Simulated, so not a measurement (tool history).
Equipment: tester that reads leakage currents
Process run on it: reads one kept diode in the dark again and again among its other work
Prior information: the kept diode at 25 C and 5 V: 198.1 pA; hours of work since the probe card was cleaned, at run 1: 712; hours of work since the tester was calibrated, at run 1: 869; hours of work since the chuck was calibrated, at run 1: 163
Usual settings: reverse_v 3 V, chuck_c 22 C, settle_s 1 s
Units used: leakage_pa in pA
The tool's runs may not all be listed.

| run | hour | reverse_v | chuck_c | settle_s | hours of work since the probe card was cleaned | hours of work since the tester was calibrated | hours of work since the chuck was calibrated | leakage_pa |
|---|---|---|---|---|---|---|---|---|
| 1 | 0 | 3 | 22 | 1 | 712 | 869 | 163 | 126.14 |
| 2 | 185.7 | 5.62 | 22 | 1 | 837 | 994 | 288 | 155.23 |
| 3 | 314.3 | 5.62 | 22 | 1 | 924 | 1081 | 375 | 152.44 |
| 4 | 493.3 | 5.62 | 22 | 1 | 1045 | 1201 | 496 | 148.51 |
| 5 | 674.5 | 5.62 | 60 | 1 | 1167 | 1323 | 618 | 2858.18 |
| 6 | 775.3 | 5.62 | 60 | 1 | 1235 | 1391 | 686 | 2818.66 |
| 7 | 909.1 | 5.62 | 60 | 1 | 1325 | 1482 | 776 | 2767.45 |
|  | 1055.7 | chuck's temperature calibrated |
| 8 | 1092.7 | 3 | 25 | 1 | 1447 | 1604 | 25 | 166.78 |
| 9 | 1232.3 | 3 | 39 | 1 | 1541 | 1698 | 119 | 518.17 |
|  | 1252.1 | probe card cleaned and baked |
| 10 | 1376.9 | 3 | 39 | 1 | 84 | 1794 | 215 | 511.05 |
| 11 | 1554.2 | 3 | 39 | 1 | 204 | 1913 | 334 | 499.39 |
| 12 | 1704.9 | 4.84 | 28 | 0.66 | 305 | 2015 | 436 | 236.79 |
| 13 | 1832.7 | 2.12 | 28 | 1.09 | 391 | 2101 | 522 | 171.92 |
| 14 | 2011.1 | 1.03 | 30 | 2.94 | 512 | 2221 | 642 | 152.66 |
| 15 | 2181.9 | 7.03 | 29 | 1.32 | 627 | 2336 | 757 | 278.74 |
|  | 2203.1 | probe card cleaned and baked, once more |
|  | 2288.8 | tester calibrated |
| 16 | 2299.6 | 7.03 | 29 | 1.32 | 64 | 7 | 833 | 261.77 |

Branching from run 16: 4 alternative next runs. What would each branch give?
|  | 2368.5 | chuck's temperature calibrated |
| A | 2500.1 | 4 | 29 | 1.32 | 197 | 141 | 89 | ? |
|  | 2368.5 | chuck's temperature calibrated |
| B | 2500.1 | 3 | 28 | 1 | 197 | 141 | 89 | ? |
|  | 2368.5 | chuck's temperature calibrated |
| C | 2500.1 | 18.58 | 34 | 0.83 | 197 | 141 | 89 | ? |
|  | 2368.5 | chuck's temperature calibrated |
| D | 2500.1 | 13.1 | 41 | 1.09 | 197 | 141 | 89 | ? |

| run | leakage_pa |
|---|---|
| A | 256.17 |
| B | 212.34 |
| C | 665.19 |
| D | 1034.74 |
Take away the tool's hidden state, keep each run's random variation, and the runs would have read:
| run | leakage_pa |
|---|---|
| A | 259.61 |
| B | 215.25 |
| C | 672.79 |
| D | 1047.67 |
